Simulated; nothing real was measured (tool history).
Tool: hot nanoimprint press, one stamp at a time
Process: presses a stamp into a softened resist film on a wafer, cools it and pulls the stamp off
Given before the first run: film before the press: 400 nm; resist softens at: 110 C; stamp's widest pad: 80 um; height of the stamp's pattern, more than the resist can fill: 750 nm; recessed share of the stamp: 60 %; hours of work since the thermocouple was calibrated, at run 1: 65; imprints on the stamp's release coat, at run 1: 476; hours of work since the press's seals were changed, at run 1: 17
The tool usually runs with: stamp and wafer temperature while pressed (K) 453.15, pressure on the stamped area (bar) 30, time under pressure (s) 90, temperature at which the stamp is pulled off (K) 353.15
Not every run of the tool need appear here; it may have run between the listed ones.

run   hour  stamp and wafer temperature while pressed (K)  pressure on the stamped area (bar)  time under pressure (s)  temperature at which the stamp is pulled off (K)  hours of work since the thermocouple was calibrated  imprints on the stamp's release coat  hours of work since the press's seals were changed  resist left under the stamp's widest pad (Å)  greatest force while the stamp is pulled off (N)
  1      0                                         453.15                                  30                       90                                            353.15                                                   65                                   476                                                  17                                          1418                                               238
  2    9.1                                         453.15                                  30                       90                                            353.15                                                   72                                   509                                                  24                                          1418                                               243
  3   13.8                                         453.15                                  30                       90                                            353.15                                                   75                                   527                                                  28                                          1421                                               249
  4   18.7                                         453.15                                  30                       82                                            353.15                                                   79                                   545                                                  32                                          1470                                               245
  5   24.1                                         453.15                                  30                       82                                            353.15                                                   83                                   565                                                  36                                          1474                                               237
  6   34.3                                         453.15                                  30                       56                                            353.15                                                   91                                   603                                                  44                                          1683                                               226
  7   40.1                                         453.15                                  30                       56                                            353.15                                                   95                                   625                                                  48                                          1690                                               239
  8   50.4                                         453.15                                  30                       56                                            353.15                                                  103                                   663                                                  56                                          1697                                               240
  9   59.7                                         453.15                                  30                       56                                            353.15                                                  111                                   698                                                  63                                          1690                                               242
 10   68.8                                         453.15                                  30                       56                                            353.15                                                  118                                   732                                                  70                                          1696                                               239
 11   75.5                                         453.15                                  30                       56                                            353.15                                                  123                                   757                                                  75                                          1706                                               237
 12   81.4                                         453.15                                  30                       56                                            353.15                                                  127                                   779                                                  80                                          1696                                               254
 13     87                                         453.15                                  30                       90                                            353.15                                                  132                                   800                                                  84                                          1425                                               232
 14   91.6                                         453.15                                  30                       74                                            353.15                                                  135                                   817                                                  88                                          1520                                               241
 15  102.8                                         443.15                                  30                       90                                            353.15                                                  144                                   859                                                  96                                          2017                                               235
 16  112.7                                         454.15                                26.3                      161                                            347.15                                                  151                                   896                                                 104                                          1172                                               236
 17  117.9                                         455.15                                30.8                       90                                            353.15                                                  155                                   915                                                 108                                          1319                                               236
 18  123.3                                         455.15                                30.8                       90                                            353.15                                                  160                                   935                                                 112                                          1302                                               248
 19  134.1                                         460.15                                  31                       53                                            353.15                                                  168                                   975                                                 121                                          1357                                               237
 20  139.9                                         453.15                                  30                      125                                            360.15                                                  172                                   997                                                 125                                          1246                                               234
 21  147.2                                         453.15                                  30                      125                                            360.15                                                  178                                  1024                                                 131                                          1244                                               233
 22  156.8                                         453.15                                  30                      125                                            360.15                                                  185                                  1060                                                 138                                          1249                                               226
 23  167.7                                         456.15                                  30                       90                                            358.15                                                  194                                  1100                                                 146                                          1280                                               236
 24  175.8                                         456.15                                  30                       90                                            358.15                                                  200                                  1131                                                 153                                          1280                                               241
 25    185                                         441.15                                  23                       60                                            353.15                                                  207                                  1165                                                 160                                          2706                                               240
 26  194.9                                         441.15                                  23                       60                                            353.15                                                  215                                  1202                                                 167                                          2698                                               231
 27  203.7                                         441.15                                  23                       60                                            353.15                                                  221                                  1235                                                 174                                          2709                                               239
 28  209.3                                         450.15                                  23                       60                                            345.15                                                  226                                  1255                                                 179                                          2066                                               261
 29    220                                         457.15                                  23                      121                                            345.15                                                  234                                  1296                                                 187                                          1280                                               251
 30  228.4                                         453.15                                19.8                       90                                            357.15                                                  240                                  1327                                                 193                                          1750                                               242

Here are 4 independent what-if runs from the current tool condition. What would each one return?
  A  234.5                                         453.15                                19.8                       53                                            345.15                                                  245                                  1350                                                 198                                             ?                                                 ?
  B  234.5                                         453.15                                19.8                      110                                            357.15                                                  245                                  1350                                                 198                                             ?                                                 ?
  C  234.5                                         453.15                                  30                       45                                            353.15                                                  245                                  1350                                                 198                                             ?                                                 ?
  D  234.5                                         453.15                                  22                       90                                            357.15                                                  245                                  1350                                                 198                                             ?                                                 ?

run  resist left under the stamp's widest pad (Å)  greatest force while the stamp is pulled off (N)
  A                                          2103                                               249
  B                                          1638                                               244
  C                                          1827                                               238
  D                                          1659                                               233
What these runs would have given with no unlogged condition in the tool:
run  resist left under the stamp's widest pad (Å)  greatest force while the stamp is pulled off (N)
  A                                          2104                                               247
  B                                          1640                                               242
  C                                          1829                                               236
  D                                          1660                                               231
